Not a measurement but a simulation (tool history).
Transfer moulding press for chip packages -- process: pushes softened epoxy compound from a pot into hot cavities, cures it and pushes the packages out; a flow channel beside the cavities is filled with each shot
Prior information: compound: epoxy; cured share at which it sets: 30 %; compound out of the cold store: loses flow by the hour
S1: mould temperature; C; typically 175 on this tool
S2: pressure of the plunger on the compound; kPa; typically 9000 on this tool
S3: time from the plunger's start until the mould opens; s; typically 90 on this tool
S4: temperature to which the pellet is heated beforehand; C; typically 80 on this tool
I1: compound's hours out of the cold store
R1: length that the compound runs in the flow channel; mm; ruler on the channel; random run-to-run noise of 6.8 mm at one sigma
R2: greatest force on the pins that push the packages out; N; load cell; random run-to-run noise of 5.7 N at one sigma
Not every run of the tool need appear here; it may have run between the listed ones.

{"run": 1, "hour": 0.0, "S1": 175, "S2": 9000, "S3": 90, "S4": 80, "I1": 34.5, "R1": 655, "R2": 193}
{"run": 2, "hour": 9.5, "S1": 175, "S2": 9000, "S3": 90, "S4": 80, "I1": 34.5, "R1": 656, "R2": 223}
{"run": 3, "hour": 15.4, "S1": 168, "S2": 9000, "S3": 90, "S4": 80, "I1": 47.3, "R1": 647, "R2": 357}
{"run": 4, "hour": 22.5, "S1": 175, "S2": 9000, "S3": 90, "S4": 80, "I1": 38, "R1": 638, "R2": 247}
{"run": 5, "hour": 31.5, "S1": 175, "S2": 9000, "S3": 90, "S4": 80, "I1": 36.4, "R1": 647, "R2": 259}
{"run": 6, "hour": 37.3, "S1": 183, "S2": 7090, "S3": 130, "S4": 80, "I1": 34.7, "R1": 559, "R2": 212}
{"run": 7, "hour": 46.7, "S1": 183, "S2": 7090, "S3": 130, "S4": 80, "I1": 26.1, "R1": 578, "R2": 218}
{"hour": 49.1, "done": "cavities cleaned with cleaning compound and waxed"}
{"run": 8, "hour": 55.1, "S1": 177, "S2": 9280, "S3": 78, "S4": 78, "I1": 25.9, "R1": 674, "R2": 247}
{"run": 9, "hour": 62.1, "S1": 177, "S2": 7100, "S3": 78, "S4": 78, "I1": 12.3, "R1": 609, "R2": 283}
{"run": 10, "hour": 70.0, "S1": 177, "S2": 7100, "S3": 78, "S4": 78, "I1": 34.3, "R1": 565, "R2": 283}

Below are 4 alternative next runs, each starting from the tool's condition after run 10. Predict each:
{"run": "A", "hour": 77.9, "S1": 177, "S2": 9000, "S3": 90, "S4": 77, "I1": 41.2, "R1": "?", "R2": "?"}
{"run": "B", "hour": 77.9, "S1": 167, "S2": 7100, "S3": 78, "S4": 78, "I1": 21.5, "R1": "?", "R2": "?"}
{"run": "C", "hour": 77.9, "S1": 175, "S2": 9000, "S3": 129, "S4": 80, "I1": 30, "R1": "?", "R2": "?"}
{"run": "D", "hour": 77.9, "S1": 167, "S2": 7030, "S3": 90, "S4": 80, "I1": 47.5, "R1": "?", "R2": "?"}

run=A R1=629 R2=252
run=B R1=620 R2=622
run=C R1=652 R2=208
run=D R1=566 R2=414
The same runs, with their run-to-run variation unchanged, on a tool lacking any hidden condition would have given:
run=A R1=693 R2=191
run=B R1=683 R2=463
run=C R1=719 R2=158
run=D R1=623 R2=304
